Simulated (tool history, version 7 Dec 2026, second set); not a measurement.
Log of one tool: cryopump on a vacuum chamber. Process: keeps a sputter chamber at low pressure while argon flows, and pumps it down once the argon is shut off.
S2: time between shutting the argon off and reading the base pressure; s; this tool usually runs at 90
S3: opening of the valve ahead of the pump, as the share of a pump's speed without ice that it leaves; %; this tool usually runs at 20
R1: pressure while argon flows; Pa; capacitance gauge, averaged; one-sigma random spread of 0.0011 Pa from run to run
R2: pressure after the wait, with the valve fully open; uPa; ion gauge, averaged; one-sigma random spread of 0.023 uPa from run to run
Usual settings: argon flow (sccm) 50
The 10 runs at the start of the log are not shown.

Run 11, day 23.404: usual settings but argon flow (sccm) 43. Result: R1 0.2239 Pa, R2 1.56 uPa.
Run 12, day 27.067: usual settings but argon flow (sccm) 43. Result: R1 0.2233 Pa, R2 1.55 uPa.
Run 13, day 30.138: usual settings but argon flow (sccm) 43. Result: R1 0.2244 Pa, R2 1.57 uPa.
Run 14, day 33.196: usual settings but S2 55 s. Result: R1 0.2622 Pa, R2 1.91 uPa.
Run 15, day 36.754: usual settings but argon flow (sccm) 31, S2 55 s. Result: R1 0.1635 Pa, R2 1.99 uPa.
Run 16, day 39.425: usual settings but argon flow (sccm) 31, S2 55 s. Result: R1 0.1620 Pa, R2 2.03 uPa.
Run 17, day 42.396: usual settings. Result: R1 0.2653 Pa, R2 1.72 uPa.
Run 18, day 45.458: usual settings but S2 22 s, S3 57 %. Result: R1 0.1009 Pa, R2 3.50 uPa.
Run 19, day 48.350: usual settings but argon flow (sccm) 54, S2 54 s, S3 56 %. Result: R1 0.1099 Pa, R2 2.14 uPa.
Run 20, day 50.262: usual settings but argon flow (sccm) 83, S2 154 s, S3 18 %. Result: R1 0.4920 Pa, R2 1.54 uPa.
Run 21, day 53.542: usual settings but argon flow (sccm) 78, S2 35 s, S3 23 %. Result: R1 0.3648 Pa, R2 2.79 uPa.
Run 22, day 55.358: usual settings but argon flow (sccm) 78, S2 35 s, S3 55 %. Result: R1 0.1660 Pa, R2 2.86 uPa.
Run 23, day 57.908: usual settings but argon flow (sccm) 93, S3 39 %. Result: R1 0.2684 Pa, R2 1.93 uPa.
Run 24, day 60.033: usual settings but argon flow (sccm) 93, S3 39 %. Result: R1 0.2709 Pa, R2 1.93 uPa.
Run 25, day 61.708: usual settings but argon flow (sccm) 98, S3 59 %. Result: R1 0.1987 Pa, R2 2.03 uPa.
Run 26, day 64.071: usual settings but argon flow (sccm) 90, S2 115 s, S3 59 %. Result: R1 0.1832 Pa, R2 1.92 uPa.
At day 64.838: pump warmed up, emptied and cooled again.
Run 27, day 66.517: usual settings but argon flow (sccm) 90, S2 115 s, S3 59 %. Result: R1 0.1576 Pa, R2 1.60 uPa.
Run 28, day 69.117: usual settings but argon flow (sccm) 45, S2 191 s, S3 19 %. Result: R1 0.2416 Pa, R2 1.43 uPa.
Run 29, day 71.792: usual settings but argon flow (sccm) 42. Result: R1 0.2170 Pa, R2 1.81 uPa.
Run 30, day 74.046: usual settings but argon flow (sccm) 42. Result: R1 0.2189 Pa, R2 1.90 uPa.
Run 31, day 76.138: usual settings but argon flow (sccm) 42, S2 233 s, S3 48 %. Result: R1 0.0926 Pa, R2 1.55 uPa.
Run 32, day 78.825: usual settings but S2 97 s. Result: R1 0.2593 Pa, R2 1.83 uPa.
Run 33, day 81.988: usual settings but argon flow (sccm) 68, S2 63 s, S3 31 %. Result: R1 0.2306 Pa, R2 2.23 uPa.
Run 34, day 85.254: usual settings but argon flow (sccm) 68, S2 63 s, S3 31 %. Result: R1 0.2319 Pa, R2 2.23 uPa.

Predict each of these 3 candidate next runs independently; none follows another, all start after run 34:
Run A, day 87.154: usual settings but argon flow (sccm) 33. Result: R1 ?, R2 ?.
Run B, day 87.154: usual settings but S3 44 %. Result: R1 ?, R2 ?.
Run C, day 87.154: usual settings but argon flow (sccm) 24, S2 223 s, S3 31 %. Result: R1 ?, R2 ?.

run      R1    R2
  A  0.1725  1.97
  B  0.1225  2.06
  C  0.0818  1.67
With the hidden condition removed and each run's random variation left untouched, the same runs would have given:
run      R1    R2
  A  0.1683  0.73
  B  0.1161  0.79
  C  0.0788  0.41
